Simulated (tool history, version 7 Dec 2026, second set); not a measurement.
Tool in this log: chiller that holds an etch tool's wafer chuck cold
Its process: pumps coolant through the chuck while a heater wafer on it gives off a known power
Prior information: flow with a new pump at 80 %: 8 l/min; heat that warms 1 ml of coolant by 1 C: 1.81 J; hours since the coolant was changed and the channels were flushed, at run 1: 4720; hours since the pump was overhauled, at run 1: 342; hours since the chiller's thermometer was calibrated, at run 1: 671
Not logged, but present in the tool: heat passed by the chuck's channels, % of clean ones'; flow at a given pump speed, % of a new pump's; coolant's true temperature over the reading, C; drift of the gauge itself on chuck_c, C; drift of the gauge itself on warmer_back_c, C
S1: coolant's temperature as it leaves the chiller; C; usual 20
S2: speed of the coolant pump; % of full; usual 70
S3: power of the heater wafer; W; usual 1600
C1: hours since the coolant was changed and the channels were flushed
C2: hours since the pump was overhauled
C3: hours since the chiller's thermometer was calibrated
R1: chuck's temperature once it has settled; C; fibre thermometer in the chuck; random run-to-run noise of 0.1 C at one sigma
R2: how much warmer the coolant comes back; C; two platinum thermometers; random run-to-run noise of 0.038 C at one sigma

run,hour,S1,S2,S3,C1,C2,C3,R1,R2
1,0,20,70,1600,4720,342,671,39.5,7.74
2,27.3,20,70,1600,4747,369,699,39.5,7.74
3,52.8,20,70,1600,4773,395,724,39.8,7.76
4,67.8,20,70,819,4787,410,739,30.1,4.01
5,80.1,13,70,1600,4800,422,751,32.5,7.77
6,100.9,13,70,1600,4821,443,772,32.7,7.7
7,121,13,70,1600,4841,463,792,32.8,7.74
8,145,13,70,1600,4865,487,816,32.6,7.64
9,175.2,13,70,1600,4895,517,846,32.6,7.71
10,196.4,13,70,1600,4916,538,868,32.8,7.77
11,209.7,20,70,1600,4929,552,881,39.7,7.76
12,224.7,20,70,1600,4944,567,896,39.7,7.75
# hour 227.2: chiller's thermometer calibrated
13,252.6,18,70,1600,4971,594,25,37.8,7.67
14,274.9,20,70,1600,4994,616,48,40,7.75
# hour 292.5: chiller's thermometer calibrated, once more
15,295.1,20,97,1600,5013,635,3,34.8,5.38
16,323.5,20,97,1600,5041,664,31,34.8,5.41
17,352.7,20,70,2364,5070,693,60,49.1,11.45
18,378.1,20,70,1028,5096,718,86,32.8,5.04
19,400.7,28,70,1648,5118,741,108,48.3,7.99
20,423.1,28,70,1648,5141,763,131,48.5,8.04
21,441.5,28,70,1648,5159,782,149,48.4,7.99
22,468,20,82,2192,5186,808,176,43.8,8.9
23,492.6,18,82,1105,5210,833,200,29.8,4.48
24,519.2,18,64,1827,5237,859,227,42.6,9.83
25,532.1,13,79,1820,5250,872,240,33.5,7.72
26,547.5,20,70,1754,5265,887,255,41.9,8.54
27,567.2,29,64,1030,5285,907,275,42.9,5.55
28,583.4,29,64,1030,5301,923,291,42.8,5.53
29,610.6,29,64,997,5328,951,318,42.4,5.38
30,635.9,29,64,997,5354,976,343,42.6,5.35
31,653.2,29,64,997,5371,993,361,42.4,5.39
32,671.2,25,64,954,5389,1011,379,37.9,5.12

Results per run with the tool's hidden condition removed, run-to-run variation unchanged:
run,R1,R2
1,37.2,7.71
2,37.1,7.71
3,37.4,7.73
4,28.9,4
5,30,7.74
6,30.2,7.66
7,30.4,7.7
8,30.1,7.6
9,30.1,7.67
10,30.3,7.73
11,37.1,7.72
12,37.1,7.71
13,35.1,7.63
14,37.3,7.71
15,32.9,5.35
16,32.9,5.37
17,45.3,11.38
18,31.1,5
19,45.7,7.93
20,45.8,7.98
21,45.7,7.93
22,40.7,8.84
23,28.1,4.44
24,39.3,9.75
25,30.7,7.66
26,38.9,8.47
27,41,5.51
28,40.9,5.48
29,40.5,5.33
30,40.7,5.3
31,40.5,5.34
32,36.1,5.07

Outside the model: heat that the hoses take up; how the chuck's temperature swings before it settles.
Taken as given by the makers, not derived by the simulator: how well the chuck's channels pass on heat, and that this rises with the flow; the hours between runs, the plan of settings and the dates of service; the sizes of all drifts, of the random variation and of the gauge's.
